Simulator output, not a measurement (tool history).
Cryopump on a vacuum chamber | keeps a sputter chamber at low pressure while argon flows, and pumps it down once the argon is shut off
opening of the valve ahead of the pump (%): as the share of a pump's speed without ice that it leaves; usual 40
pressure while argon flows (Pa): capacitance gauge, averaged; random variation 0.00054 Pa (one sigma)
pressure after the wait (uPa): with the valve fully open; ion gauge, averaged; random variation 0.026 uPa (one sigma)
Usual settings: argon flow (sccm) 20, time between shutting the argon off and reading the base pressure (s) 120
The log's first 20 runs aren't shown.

| run | day | argon flow (sccm) | time between shutting the argon off and reading the base pressure (s) | opening of the valve ahead of the pump (%) | hours of work since the pump was warmed up and emptied | hours of work since the cold head was overhauled | hours of work since the chamber's fittings were tightened | pressure while argon flows (Pa) | pressure after the wait (uPa) |
|---|---|---|---|---|---|---|---|---|---|
| 21 | 14.942 | 25 | 120 | 44 | 678 | 678 | 582 | 0.0824 | 2.71 |
| 22 | 15.404 | 19 | 120 | 58 | 683 | 683 | 588 | 0.0495 | 2.72 |
| 23 | 16.008 | 19 | 120 | 58 | 691 | 691 | 596 | 0.0500 | 2.79 |
| 24 | 16.817 | 32 | 76 | 40 | 701 | 701 | 606 | 0.1152 | 3.33 |
| 25 | 17.558 | 31 | 76 | 40 | 711 | 711 | 615 | 0.1114 | 3.27 |
| 26 | 18.133 | 20 | 120 | 50 | 718 | 718 | 623 | 0.0598 | 2.81 |
| 27 | 18.671 | 22 | 22 | 26 | 725 | 725 | 629 | 0.1181 | 6.58 |
| 28 | 19.467 | 19 | 91 | 32 | 735 | 735 | 639 | 0.0847 | 3.27 |
| 29 | 20.254 | 17 | 120 | 40 | 745 | 745 | 649 | 0.0617 | 2.99 |
| 30 | 21.000 | 17 | 120 | 40 | 755 | 755 | 659 | 0.0620 | 2.86 |
| 31 | 21.525 | 20 | 51 | 58 | 761 | 761 | 666 | 0.0526 | 4.10 |
| 32 | 22.150 | 20 | 51 | 58 | 769 | 769 | 674 | 0.0530 | 4.26 |
| 33 | 22.862 | 20 | 51 | 58 | 778 | 778 | 683 | 0.0533 | 4.15 |
| 34 | 23.512 | 20 | 51 | 58 | 786 | 786 | 691 | 0.0528 | 4.31 |

4 ways to go on from here, each from the tool as it stands after run 34. What would each give?
| A | 24.004 | 28 | 26 | 51 | 793 | 793 | 697 | ? | ? |
| B | 24.004 | 20 | 30 | 34 | 793 | 793 | 697 | ? | ? |
| C | 24.004 | 31 | 94 | 40 | 793 | 793 | 697 | ? | ? |
| D | 24.004 | 8 | 120 | 24 | 793 | 793 | 697 | ? | ? |

| run | pressure while argon flows (Pa) | pressure after the wait (uPa) |
|---|---|---|
| A | 0.0828 | 6.24 |
| B | 0.0848 | 5.65 |
| C | 0.1137 | 3.43 |
| D | 0.0464 | 3.17 |
Without the tool's hidden state the same runs would have given:
| run | pressure while argon flows (Pa) | pressure after the wait (uPa) |
|---|---|---|
| A | 0.0702 | 4.20 |
| B | 0.0758 | 3.63 |
| C | 0.0997 | 1.35 |
| D | 0.0428 | 1.10 |
